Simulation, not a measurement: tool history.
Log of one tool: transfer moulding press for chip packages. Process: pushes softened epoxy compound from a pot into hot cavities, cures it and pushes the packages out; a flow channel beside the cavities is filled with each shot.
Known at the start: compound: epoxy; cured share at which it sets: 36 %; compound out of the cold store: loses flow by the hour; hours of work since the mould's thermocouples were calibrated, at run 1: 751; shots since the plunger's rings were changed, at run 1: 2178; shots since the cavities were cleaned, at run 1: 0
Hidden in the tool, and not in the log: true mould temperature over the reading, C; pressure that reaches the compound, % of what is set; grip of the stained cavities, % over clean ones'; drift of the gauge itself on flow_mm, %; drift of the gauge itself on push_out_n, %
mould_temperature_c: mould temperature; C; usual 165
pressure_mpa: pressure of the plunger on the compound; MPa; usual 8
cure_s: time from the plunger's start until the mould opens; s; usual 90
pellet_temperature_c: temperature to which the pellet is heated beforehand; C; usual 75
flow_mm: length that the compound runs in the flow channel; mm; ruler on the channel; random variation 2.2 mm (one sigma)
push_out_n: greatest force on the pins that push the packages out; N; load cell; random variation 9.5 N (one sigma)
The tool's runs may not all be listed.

run   hour  mould_temperature_c  pressure_mpa  cure_s  pellet_temperature_c  hours of work since the mould's thermocouples were calibrated  shots since the plunger's rings were changed  shots since the cavities were cleaned  incoming compound's hours out of the cold store  flow_mm  push_out_n
  1      0                  165             8      90                    75                                                            751                                          2178                                      0                                             20.1      644         455
  2   22.1                  165             8      90                    75                                                            767                                          2506                                    328                                             40.5      574         454
      32.4  -- mould's thermocouples calibrated
  3     49                  165             8      90                    75                                                             12                                          2876                                    698                                             46.2      556         427
      60.8  -- cavities cleaned with cleaning compound and waxed
  4   73.2                  165             8      90                    75                                                             28                                          3214                                    184                                             44.5      563         437
  5  110.4                  165             8      90                    75                                                             55                                          3766                                    736                                             35.9      590         459
     121.8  -- cavities cleaned with cleaning compound and waxed
  6  129.1                  171             8      90                    75                                                             67                                          4021                                    108                                             43.9      540         372
  7  156.1                  159             8      90                    75                                                             87                                          4423                                    510                                             25.8      654         696
  8  178.6                  159             8      90                    75                                                            103                                          4757                                    844                                             40.3      603         640
     183.9  -- plunger's sealing rings changed
     185.4  -- cavities cleaned with cleaning compound and waxed
  9  202.2                  165             8      90                    75                                                            117                                           249                                    249                                             22.5      638         436
 10  235.8                  165             8      90                    75                                                            141                                           748                                    748                                             15.6      662         451
     244.3  -- cavities cleaned with cleaning compound and waxed
 11  261.1                  165             8      90                    75                                                            159                                          1102                                    250                                             23.1      634         438
 12  285.3                  165             8      90                    78                                                            176                                          1461                                    609                                             29.9      609         442
     305.5  -- cavities cleaned with cleaning compound and waxed
 13  306.3                  165             8      90                    78                                                            190                                          1752                                     13                                             46.2      562         422
 14  339.6                  165             8      90                    78                                                            214                                          2246                                    507                                               38      586         442
     364.7  -- cavities cleaned with cleaning compound and waxed
 15  372.1                  165          9.96      90                    75                                                            236                                          2706                                    109                                             32.8      671         441
 16    404                  165          9.96     114                    75                                                            259                                          3180                                    583                                             42.5      635         359
     424.1  -- cavities cleaned with cleaning compound and waxed
 17  435.6                  165          9.96     114                    75                                                            281                                          3628                                    172                                             35.2      659         386
 18  457.3                  170          6.96      93                    67                                                            297                                          3951                                    495                                             41.6      517         377
     484.4  -- cavities cleaned with cleaning compound and waxed
 19  490.2                  170          6.96      93                    70                                                            319                                          4416                                     86                                               34      538         370
 20  510.9                  165             8      89                    72                                                            334                                          4723                                    393                                             36.2      587         417
     518.7  -- plunger's sealing rings changed
     546.4  -- cavities cleaned with cleaning compound and waxed
 21  546.4                  165             8      89                    72                                                            357                                           390                                      0                                             43.7      565         434
 22  565.2                  165             8      89                    72                                                            370                                           669                                    279                                             47.3      554         444
 23  602.2                  160             8     117                    75                                                            397                                          1219                                    829                                             47.8      573         396
     605.9  -- cavities cleaned with cleaning compound and waxed
 24  638.8                  160             8     117                    75                                                            422                                          1740                                    488                                             24.5      661         438
     664.9  -- cavities cleaned with cleaning compound and waxed
 25  675.3                  165          9.02      77                    75                                                            447                                          2260                                    154                                             15.5      708         578
 26  703.5                  165             8     129                    85                                                            468                                          2679                                    573                                               45      558         368
     725.8  -- cavities cleaned with cleaning compound and waxed
 27  742.5                  165             8     129                    85                                                            495                                          3236                                    247                                               43      566         362
 28  767.2                  158          8.76      75                    75                                                            513                                          3604                                    615                                               10      759        1197
       786  -- cavities cleaned with cleaning compound and waxed
 29  796.2                  159          6.11      75                    82                                                            532                                          4012                                    152                                             34.4      545         887

Forecast each of these 3 alternatives for the next run:
  A  820.6                  159          7.71     114                    72                                                            550                                          4375                                    515                                             16.7        ?           ?
  B  820.6                  159          6.11      95                    77                                                            550                                          4375                                    515                                             46.6        ?           ?
  C  820.6                  166          8.22      75                    82                                                            550                                          4375                                    515                                             20.8        ?           ?

run  flow_mm  push_out_n
  A      678         479
  B      510         586
  C      648         557
Without the tool's hidden state the same runs would have given:
run  flow_mm  push_out_n
  A      679         473
  B      511         578
  C      649         550
